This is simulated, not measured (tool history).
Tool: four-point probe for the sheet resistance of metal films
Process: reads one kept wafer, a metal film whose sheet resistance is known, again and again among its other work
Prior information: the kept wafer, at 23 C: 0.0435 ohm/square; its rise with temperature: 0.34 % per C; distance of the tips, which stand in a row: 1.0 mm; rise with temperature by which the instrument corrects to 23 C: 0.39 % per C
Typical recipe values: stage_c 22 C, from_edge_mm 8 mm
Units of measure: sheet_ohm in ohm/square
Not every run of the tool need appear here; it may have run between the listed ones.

| run | day | stage_c | from_edge_mm | sheet_ohm |
|---|---|---|---|---|
| 1 | 0 | 22 | 8 | 0.044158 |
| 2 | 4.333 | 22 | 8 | 0.04417 |
| 3 | 6.504 | 22 | 8 | 0.044203 |
|  | 7.438 | new probe head fitted |
| 4 | 8.754 | 22 | 8 | 0.043772 |
| 5 | 11.283 | 22 | 8 | 0.043781 |
| 6 | 15.321 | 22 | 8 | 0.043801 |
| 7 | 19.271 | 22 | 8 | 0.043823 |
| 8 | 21.167 | 31 | 8 | 0.043627 |
| 9 | 24.25 | 31 | 8 | 0.043651 |
| 10 | 28.388 | 31 | 8 | 0.043653 |
| 11 | 32.7 | 29 | 8 | 0.043717 |
| 12 | 36.1 | 29 | 8 | 0.043719 |
| 13 | 38.596 | 29 | 8 | 0.043735 |
| 14 | 40.821 | 29 | 8 | 0.043752 |
|  | 41.196 | stage's thermometer calibrated |
| 15 | 44.008 | 29 | 8 | 0.043764 |
| 16 | 48.342 | 29 | 8 | 0.043791 |
| 17 | 51.817 | 22 | 25 | 0.043617 |
| 18 | 54.296 | 22 | 25 | 0.043641 |
| 19 | 57.65 | 22 | 25 | 0.043664 |
| 20 | 61.446 | 22 | 25 | 0.043672 |
|  | 62.375 | stage's thermometer calibrated, once more |
| 21 | 63.771 | 25 | 8 | 0.043926 |
| 22 | 65.583 | 27 | 8 | 0.043868 |
| 23 | 68.404 | 33 | 9 | 0.043696 |
| 24 | 71.208 | 33 | 52 | 0.04342 |
| 25 | 74.392 | 32 | 29 | 0.043484 |
| 26 | 78.162 | 21 | 10 | 0.043917 |
| 27 | 81.042 | 21 | 10 | 0.043941 |
| 28 | 84.925 | 21 | 10 | 0.043986 |
|  | 85.567 | new probe head fitted |
| 29 | 87.142 | 32 | 8 | 0.043585 |
| 30 | 91.092 | 32 | 8 | 0.04361 |
| 31 | 94.638 | 22 | 18 | 0.043546 |
| 32 | 98.754 | 22 | 18 | 0.043557 |
| 33 | 102.338 | 22 | 18 | 0.043562 |
| 34 | 105.692 | 22 | 18 | 0.043595 |
| 35 | 109.917 | 22 | 18 | 0.043619 |
| 36 | 111.704 | 34 | 22 | 0.043351 |
| 37 | 114.783 | 22 | 26 | 0.043597 |
| 38 | 118.533 | 22 | 44 | 0.04358 |
| 39 | 122.488 | 29 | 4 | 0.044857 |
| 40 | 126.812 | 29 | 4 | 0.044878 |
| 41 | 129.733 | 29 | 6 | 0.04411 |
| 42 | 132.667 | 28 | 8 | 0.043879 |
| 43 | 134.662 | 28 | 8 | 0.043884 |
| 44 | 138.883 | 24 | 33 | 0.043628 |

Pick out some run-to-run changes in sheet_ohm. Of each, how much would a tool without hidden state show as well, from the settings, what came in and chance, and how much is left for the hidden state and any gauge scatter not in both results compared?
The tool's hidden condition here consists of: inner tips' distance over the nominal, %; tips' flats over new ones', %; wafer's true temperature over the reading, C; drift of the gauge itself on sheet_ohm, %.
Run 3 -> 4: new probe head fitted. sheet_ohm -0.000431 ohm/square: hidden state -0.000425, all else -0.000006.
Run 25 -> 26: stage_c 32 -> 21, from_edge_mm 29 -> 10. sheet_ohm +0.000433 ohm/square: hidden state +0.000016, all else +0.000417.
Run 28 -> 29: stage_c 21 -> 32, from_edge_mm 10 -> 8, new probe head fitted. sheet_ohm -0.000401 ohm/square: hidden state -0.000263, all else -0.000138.
Run 38 -> 39: stage_c 22 -> 29, from_edge_mm 44 -> 4. sheet_ohm +0.001277 ohm/square: hidden state +0.000019, all else +0.001258.
Run 40 -> 41: from_edge_mm 4 -> 6. sheet_ohm -0.000768 ohm/square: hidden state +0.000011, all else -0.000779.
